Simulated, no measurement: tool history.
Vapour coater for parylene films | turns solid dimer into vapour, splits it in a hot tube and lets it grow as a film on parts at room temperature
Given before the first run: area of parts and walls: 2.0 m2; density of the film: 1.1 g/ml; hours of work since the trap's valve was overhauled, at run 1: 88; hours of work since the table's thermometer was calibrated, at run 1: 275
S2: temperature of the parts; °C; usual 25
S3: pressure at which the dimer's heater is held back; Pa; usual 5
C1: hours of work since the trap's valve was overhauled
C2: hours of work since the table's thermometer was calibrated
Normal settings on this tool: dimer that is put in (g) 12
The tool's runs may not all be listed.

Run 1, hour 0: usual settings; C1 88; C2 275. Result: thickness of the film (um) 2.99.
Run 2, hour 40.5: usual settings but S2 22 °C; C1 110; C2 296. Result: thickness of the film (um) 3.26.
Run 3, hour 65.7: usual settings but S2 24 °C; C1 123; C2 310. Result: thickness of the film (um) 3.05.
Run 4, hour 93.1: usual settings but S2 24 °C, S3 11.91 Pa; C1 138; C2 324. Result: thickness of the film (um) 2.7.
Run 5, hour 134: usual settings but S2 24 °C, S3 11.91 Pa; C1 160; C2 346. Result: thickness of the film (um) 2.62.
Run 6, hour 157.6: usual settings but dimer that is put in (g) 15; C1 172; C2 359. Result: thickness of the film (um) 3.52.
Run 7, hour 185.3: usual settings but dimer that is put in (g) 15; C1 187; C2 374. Result: thickness of the film (um) 3.52.
Run 8, hour 226.2: usual settings but dimer that is put in (g) 15; C1 209; C2 396. Result: thickness of the film (um) 3.55.
Run 9, hour 245.5: usual settings but dimer that is put in (g) 15; C1 219; C2 406. Result: thickness of the film (um) 3.5.
Run 10, hour 265.6: usual settings; C1 230; C2 417. Result: thickness of the film (um) 2.81.
Run 11, hour 286: usual settings; C1 241; C2 428. Result: thickness of the film (um) 2.76.
Run 12, hour 308.9: usual settings but S2 21 °C; C1 253; C2 440. Result: thickness of the film (um) 3.23.
Run 13, hour 345: usual settings but S2 21 °C; C1 272; C2 459. Result: thickness of the film (um) 3.2.

Run 14 comes next. What will it give?
Run 14, hour 382.2: usual settings but S2 21 °C; C1 292; C2 479. Result: thickness of the film (um) ?.

thickness of the film (um): 3.15
Minus the tool's unlogged condition, the same run would have read thickness of the film (um) 3.53.
